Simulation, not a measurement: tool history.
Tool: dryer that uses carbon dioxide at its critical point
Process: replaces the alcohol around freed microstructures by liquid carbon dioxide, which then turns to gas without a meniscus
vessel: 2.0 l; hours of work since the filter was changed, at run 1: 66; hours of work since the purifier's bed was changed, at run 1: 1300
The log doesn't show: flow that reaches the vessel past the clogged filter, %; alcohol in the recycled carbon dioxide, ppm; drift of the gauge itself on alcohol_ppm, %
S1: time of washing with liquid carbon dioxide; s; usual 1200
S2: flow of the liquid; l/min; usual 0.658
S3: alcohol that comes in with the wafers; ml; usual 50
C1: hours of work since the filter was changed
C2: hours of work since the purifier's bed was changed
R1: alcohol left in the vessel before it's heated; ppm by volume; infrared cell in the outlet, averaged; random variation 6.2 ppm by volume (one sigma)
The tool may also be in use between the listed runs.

run   hour    S1     S2  S3   C1    C2    R1
  1      0  1200  0.658  50   66  1300   526
  2     44  1200  0.658  22  101  1335   385
  3   89.9  1200  0.658  50  137  1371   555
      97.8  -- purifier's bed changed
  4  116.7  1740  0.658  50  156    15    43
  5  155.4  1740  0.658  50  187    46    49
  6  189.6  1740  0.658  50  214    73    57
  7  233.7   900  0.658  50  249   108   930
  8  275.7  1200  0.658  40  282   141   282
  9  311.8  1200  0.658  40  311   170   282
 10  335.2  1920  0.658  40  330   189    64
 11  357.5  1920  0.658  40  347   206    64
 12  392.9  1200  0.658  50  376   234   392
 13  435.2   780  0.907  98  409   268  1177
 14  483.2   720   0.71  46  447   306  1570
 15    516   720  0.742  46  473   332  1445
       550  -- inlet filter changed
 16  555.4  1320  0.658  50    4   363   226
 17  600.5  1320  0.658  50   40   398   240
 18  630.5  1320  0.426  50   64   422   991
 19  673.2  1320  0.426  50   98   456  1027
 20  707.5   840   0.68  35  125   483   763
 21    741   780  0.658  50  152   510  1455
 22    789  1200  0.842  50  190   548   198
 23  821.9  1200  0.572  56  216   574   696

How the hidden state differs across the entries between the runs, from the last listed run before each to the first after it:
Between runs 3 and 4: purifier's bed changed (hour 97.8)
  flow that reaches the vessel past the clogged filter, %: 97.2 -> 96.8; alcohol in the recycled carbon dioxide, ppm: 276.8 -> 8
  measured less the result without the state, R1: +309 -> +10 ppm by volume
Between runs 15 and 16: inlet filter changed (hour 550)
  flow that reaches the vessel past the clogged filter, %: 89.9 -> 99.7; alcohol in the recycled carbon dioxide, ppm: 64.2 -> 69.9
  measured less the result without the state, R1: +433 -> +69 ppm by volume
